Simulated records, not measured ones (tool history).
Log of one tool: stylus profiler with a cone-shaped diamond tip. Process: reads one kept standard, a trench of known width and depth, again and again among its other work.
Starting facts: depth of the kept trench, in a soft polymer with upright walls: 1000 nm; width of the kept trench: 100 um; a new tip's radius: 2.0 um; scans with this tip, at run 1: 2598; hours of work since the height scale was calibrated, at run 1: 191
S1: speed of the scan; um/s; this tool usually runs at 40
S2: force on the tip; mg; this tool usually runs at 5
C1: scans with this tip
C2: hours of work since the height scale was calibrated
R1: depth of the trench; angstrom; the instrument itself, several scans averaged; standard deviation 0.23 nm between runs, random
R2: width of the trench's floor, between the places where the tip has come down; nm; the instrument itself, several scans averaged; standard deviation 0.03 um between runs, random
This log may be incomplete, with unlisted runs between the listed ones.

{"run": 1, "hour": 0.0, "S1": 40, "S2": 5, "C1": 2598, "C2": 191, "R1": 10179.2, "R2": 96160}
{"run": 2, "hour": 26.0, "S1": 11, "S2": 5, "C1": 2825, "C2": 207, "R1": 10179.1, "R2": 96220}
{"run": 3, "hour": 63.9, "S1": 40, "S2": 5, "C1": 3158, "C2": 232, "R1": 10176.6, "R2": 96120}
{"run": 4, "hour": 88.3, "S1": 40, "S2": 5, "C1": 3372, "C2": 248, "R1": 10176.2, "R2": 96100}
{"run": 5, "hour": 111.2, "S1": 40, "S2": 5, "C1": 3572, "C2": 262, "R1": 10179.8, "R2": 96070}
{"run": 6, "hour": 146.3, "S1": 40, "S2": 5.41, "C1": 3880, "C2": 285, "R1": 10185.6, "R2": 96110}
{"run": 7, "hour": 164.8, "S1": 40, "S2": 5, "C1": 4042, "C2": 297, "R1": 10176.6, "R2": 95990}
{"run": 8, "hour": 185.0, "S1": 48, "S2": 4.54, "C1": 4219, "C2": 310, "R1": 10162.5, "R2": 95980}
{"run": 9, "hour": 222.2, "S1": 27, "S2": 6.11, "C1": 4546, "C2": 334, "R1": 10199.7, "R2": 96050}
{"run": 10, "hour": 263.2, "S1": 86, "S2": 5.57, "C1": 4905, "C2": 360, "R1": 10186, "R2": 95810}
{"run": 11, "hour": 295.7, "S1": 86, "S2": 5.57, "C1": 5190, "C2": 381, "R1": 10185.6, "R2": 95770}
{"run": 12, "hour": 315.0, "S1": 111, "S2": 2.25, "C1": 5359, "C2": 393, "R1": 10091.2, "R2": 95430}
{"run": 13, "hour": 342.7, "S1": 18, "S2": 9.58, "C1": 5602, "C2": 411, "R1": 10272.9, "R2": 96020}
{"run": 14, "hour": 361.6, "S1": 65, "S2": 3.01, "C1": 5767, "C2": 423, "R1": 10112.5, "R2": 95740}

For each run, the measured value with the value that run would have given without the tool's hidden condition subtracted. The run-to-run variation is shared by both, the gauge scatter possibly not:
The hidden state here: radius of the tip, um; height scale over the true one, %; drift of the gauge itself on depth_nm, %; drift of the gauge itself on floor_um, %.
run=1 R1=-9.9 R2=-210
run=2 R1=-10.5 R2=-220
run=3 R1=-11.4 R2=-260
run=4 R1=-12 R2=-270
run=5 R1=-12.4 R2=-290
run=6 R1=-13.2 R2=-310
run=7 R1=-13.6 R2=-320
run=8 R1=-14 R2=-340
run=9 R1=-14.9 R2=-370
run=10 R1=-15.9 R2=-390
run=11 R1=-16.5 R2=-420
run=12 R1=-16.9 R2=-440
run=13 R1=-17.8 R2=-450
run=14 R1=-18 R2=-470
